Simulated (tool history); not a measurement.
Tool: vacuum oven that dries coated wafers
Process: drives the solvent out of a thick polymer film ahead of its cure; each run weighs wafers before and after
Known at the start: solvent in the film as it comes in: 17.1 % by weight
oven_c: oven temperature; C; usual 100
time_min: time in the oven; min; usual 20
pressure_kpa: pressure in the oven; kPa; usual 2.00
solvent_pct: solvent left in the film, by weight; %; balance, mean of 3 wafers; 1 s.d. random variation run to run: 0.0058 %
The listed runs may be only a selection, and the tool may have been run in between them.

run   hour  oven_c  time_min  pressure_kpa  solvent_pct
  1    0.0     100        20          2.00        2.385
  2   11.4     100        28          2.00        1.608
  3   32.0     105        20          2.00        1.699
  4   41.3     105        20          2.00        1.703
  5   57.5     105        20          2.00        1.707
  6   73.6     113        20          2.00        0.984
  7   84.3     113        20          2.00        1.001
  8   98.5     100        20          2.00        2.390
  9  111.5     100        20          2.00        2.402
 10  122.3     100        20          2.00        2.391
 11  137.7     100        20          2.00        2.384
 12  153.9     100        20          2.00        2.388
 13  164.8     100        20          2.00        2.391
     168.0  -- oven's thermocouples calibrated
 14  176.4     100        20          2.00        2.358
 15  196.5     100        25          2.00        1.796
 16  210.0     100        25          2.00        1.805
     224.7  -- oven's thermocouples calibrated, once more
 17  224.7     100        20          1.54        2.284
 18  241.3      92        20          1.54        3.795
 19  253.5     100        20          2.00        2.525
 20  271.1     100        20          5.98        4.517
 21  281.0     100        12          2.00        4.518
 22  298.4     100        12          2.00        4.523
 23  311.2      88        32          1.35        2.722
 24  323.2      88        29          6.34        6.876
 25  333.8      95        13          2.00        5.290
 26  349.8     100        20          1.02        2.028
 27  359.1     100        20          1.02        2.034
 28  372.5     100        10          2.00        5.354
 29  383.1     100        10          2.00        5.383
 30  400.1      98        11          2.00        5.369
 31  412.4     101        17          2.00        2.894
 32  422.1      95        20          4.62        4.940
 33  434.2     100        20          4.90        3.985
 34  443.5      87        11          3.67        8.837
 35  455.8      94        20          2.78        4.097
 36  472.0     100        20          5.41        4.238
 37  489.6      89        14          1.28        5.950
 38  504.9     106        11          1.03        3.297
 39  523.9     111        11          3.07        3.092
 40  536.9     107        20          1.76        1.465
 41  552.0     108        24          1.89        1.150
 42  560.9      96        20          2.00        3.236
 43  573.4      96        20          2.00        3.245

Measured minus without-hidden-state, run by run (identical run-to-run variation in each term; gauge scatter may differ):
What the log doesn't record here: true wafer temperature over the reading, C; true pressure over the reading, kPa; drift of the gauge itself on solvent_pct, %.
run  solvent_pct
  1       -0.066
  2       -0.033
  3       -0.046
  4       -0.046
  5       -0.046
  6       -0.018
  7       -0.018
  8       -0.068
  9       -0.068
 10       -0.068
 11       -0.068
 12       -0.069
 13       -0.068
 14       -0.097
 15       -0.065
 16       -0.065
 17       +0.072
 18       +0.091
 19       +0.072
 20       +0.079
 21       +0.071
 22       +0.070
 23       +0.102
 24       +0.112
 25       +0.076
 26       +0.068
 27       +0.069
 28       +0.062
 29       +0.062
 30       +0.064
 31       +0.065
 32       +0.080
 33       +0.069
 34       +0.075
 35       +0.080
 36       +0.068
 37       +0.077
 38       +0.048
 39       +0.042
 40       +0.054
 41       +0.055
 42       +0.072
 43       +0.071

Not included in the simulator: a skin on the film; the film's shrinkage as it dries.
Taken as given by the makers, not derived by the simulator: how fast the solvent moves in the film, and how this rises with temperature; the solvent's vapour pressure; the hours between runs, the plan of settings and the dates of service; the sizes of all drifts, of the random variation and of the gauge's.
